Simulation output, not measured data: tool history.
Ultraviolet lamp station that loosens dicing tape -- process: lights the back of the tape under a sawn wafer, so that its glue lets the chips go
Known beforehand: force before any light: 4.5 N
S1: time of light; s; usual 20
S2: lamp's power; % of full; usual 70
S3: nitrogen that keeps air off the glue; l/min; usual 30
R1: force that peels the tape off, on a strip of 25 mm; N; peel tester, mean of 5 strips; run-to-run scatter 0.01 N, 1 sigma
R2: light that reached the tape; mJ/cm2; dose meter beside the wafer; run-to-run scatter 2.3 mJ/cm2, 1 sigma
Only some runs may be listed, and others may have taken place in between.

run 1 day=0.000 | S1=20 S2=70 S3=30 | R1=0.436 R2=237
run 2 day=0.879 | S1=20 S2=70 S3=30 | R1=0.463 R2=232
run 3 day=1.429 | S1=20 S2=70 S3=30 | R1=0.429 R2=239
run 4 day=2.112 | S1=20 S2=70 S3=30 | R1=0.446 R2=236
run 5 day=2.646 | S1=20 S2=70 S3=10 | R1=0.758 R2=240
run 6 day=3.512 | S1=20 S2=70 S3=30 | R1=0.420 R2=238
-- day=4.312 window cleaned of glue's vapour
run 7 day=4.504 | S1=18 S2=64 S3=12 | R1=0.961 R2=197
run 8 day=5.575 | S1=15 S2=65 S3=23 | R1=0.931 R2=167
run 9 day=6.208 | S1=15 S2=65 S3=23 | R1=0.959 R2=161
run 10 day=7.150 | S1=15 S2=65 S3=23 | R1=0.950 R2=172
run 11 day=8.312 | S1=19 S2=70 S3=36 | R1=0.441 R2=225
run 12 day=9.129 | S1=19 S2=70 S3=36 | R1=0.431 R2=228

Consider 3 possible next runs. They are alternatives, not a sequence: every one starts from the tool as it was left by run 12. What does each give?
run A day=9.858 | S1=15 S2=77 S3=36 | R1=? R2=?
run B day=9.858 | S1=15 S2=70 S3=36 | R1=? R2=?
run C day=9.858 | S1=37 S2=76 S3=10 | R1=? R2=?

run=A R1=0.586 R2=198
run=B R1=0.719 R2=178
run=C R1=0.177 R2=475
Had the tool no hidden state, the same runs would have come out as:
run=A R1=0.584 R2=198
run=B R1=0.717 R2=178
run=C R1=0.176 R2=476

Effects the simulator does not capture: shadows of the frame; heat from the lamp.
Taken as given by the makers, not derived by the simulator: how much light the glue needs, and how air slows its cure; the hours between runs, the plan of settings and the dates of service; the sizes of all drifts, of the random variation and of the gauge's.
